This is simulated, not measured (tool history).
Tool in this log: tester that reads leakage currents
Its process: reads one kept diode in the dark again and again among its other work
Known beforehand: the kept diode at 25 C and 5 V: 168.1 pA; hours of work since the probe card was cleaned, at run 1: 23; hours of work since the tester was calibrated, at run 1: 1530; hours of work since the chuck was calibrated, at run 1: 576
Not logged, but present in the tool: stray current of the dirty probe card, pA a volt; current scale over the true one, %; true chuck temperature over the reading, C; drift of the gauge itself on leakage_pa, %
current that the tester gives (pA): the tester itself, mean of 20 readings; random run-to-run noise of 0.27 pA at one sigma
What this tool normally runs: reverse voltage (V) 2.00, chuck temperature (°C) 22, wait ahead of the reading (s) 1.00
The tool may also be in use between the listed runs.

run,hour,reverse voltage (V),chuck temperature (°C),wait ahead of the reading (s),hours of work since the probe card was cleaned,hours of work since the tester was calibrated,hours of work since the chuck was calibrated,current that the tester gives (pA)
1,0.0,2.00,22,1.00,23,1530,576,85.92
2,32.9,2.00,22,1.00,43,1551,597,86.53
3,102.2,2.00,22,1.00,87,1594,641,85.91
4,159.1,2.00,22,1.00,123,1630,677,85.53
5,198.2,2.00,22,1.00,148,1655,701,85.73
6,270.4,2.00,22,1.00,193,1701,747,85.01
7,339.3,2.00,22,1.00,237,1744,790,85.25
8,408.7,2.00,22,1.00,280,1788,834,84.40
9,444.7,2.00,22,1.00,303,1810,857,85.16
10,484.1,2.00,22,1.00,328,1835,881,84.44
11,535.2,2.00,22,1.00,360,1867,914,85.02
12,599.1,2.00,26,1.00,400,1908,954,122.50
13,629.9,2.00,22,1.00,420,1927,973,84.14
14,677.3,2.00,22,1.00,450,1957,1003,83.67
15,710.6,2.00,22,1.00,471,1978,1024,83.59
16,783.6,2.00,22,1.00,517,2024,1070,83.50
17,856.7,2.00,22,1.00,563,2070,1116,82.75
18,910.3,2.00,22,1.00,597,2104,1150,83.02
19,956.0,2.00,22,1.00,625,2133,1179,82.98
20,1026.3,3.62,43,3.38,670,2177,1223,677.14
21,1095.1,2.00,26,0.50,713,2220,1266,120.49
22,1150.6,10.32,35,0.71,748,2255,1301,508.30
23,1182.9,10.32,35,0.71,768,2276,1322,507.15
24,1232.5,6.73,22,0.84,800,2307,1353,131.89
25,1293.1,19.53,30,3.49,838,2345,1391,414.87
26,1333.5,19.53,30,3.49,863,2371,1417,414.50
27,1390.6,19.53,30,3.49,899,2407,1453,410.25
28,1437.7,1.39,30,0.86,929,2436,1482,148.98
29,1502.9,1.39,30,0.86,970,2477,1524,147.90
30,1549.2,1.99,30,1.24,999,2507,1553,169.57
31,1603.2,1.99,30,1.24,1033,2541,1587,168.71
# hour 1625.8: chuck's temperature calibrated
32,1644.6,9.80,30,1.00,1058,2565,12,354.54
33,1714.2,4.15,44,1.00,1102,2609,56,838.95
34,1772.1,5.25,22,0.63,1138,2646,92,132.98
35,1822.0,2.90,37,0.57,1170,2677,124,402.43
36,1862.4,17.69,22,1.34,1195,2703,149,217.96
37,1933.2,17.69,22,1.34,1240,2747,194,216.73

Below, some changes in current that the tester gives (pA) between adjacent runs. For each, the amount present without the hidden state too (settings, incoming material, random variation) and the amount remaining for the hidden state with gauge scatter not shared by both compared results:
Run 19 -> 20: reverse voltage (V) 2.00 -> 3.62, chuck temperature (°C) 22 -> 43, wait ahead of the reading (s) 1.00 -> 3.38. current that the tester gives (pA) +594.16: hidden state -51.40, all else +645.56.
Run 20 -> 21: reverse voltage (V) 3.62 -> 2.00, chuck temperature (°C) 43 -> 26, wait ahead of the reading (s) 3.38 -> 0.50. current that the tester gives (pA) -556.65: hidden state +47.21, all else -603.86.
Run 23 -> 24: reverse voltage (V) 10.32 -> 6.73, chuck temperature (°C) 35 -> 22, wait ahead of the reading (s) 0.71 -> 0.84. current that the tester gives (pA) -375.26: hidden state +34.87, all else -410.13.
Run 33 -> 34: reverse voltage (V) 4.15 -> 5.25, chuck temperature (°C) 44 -> 22, wait ahead of the reading (s) 1.00 -> 0.63. current that the tester gives (pA) -705.97: hidden state +5.03, all else -711.00.
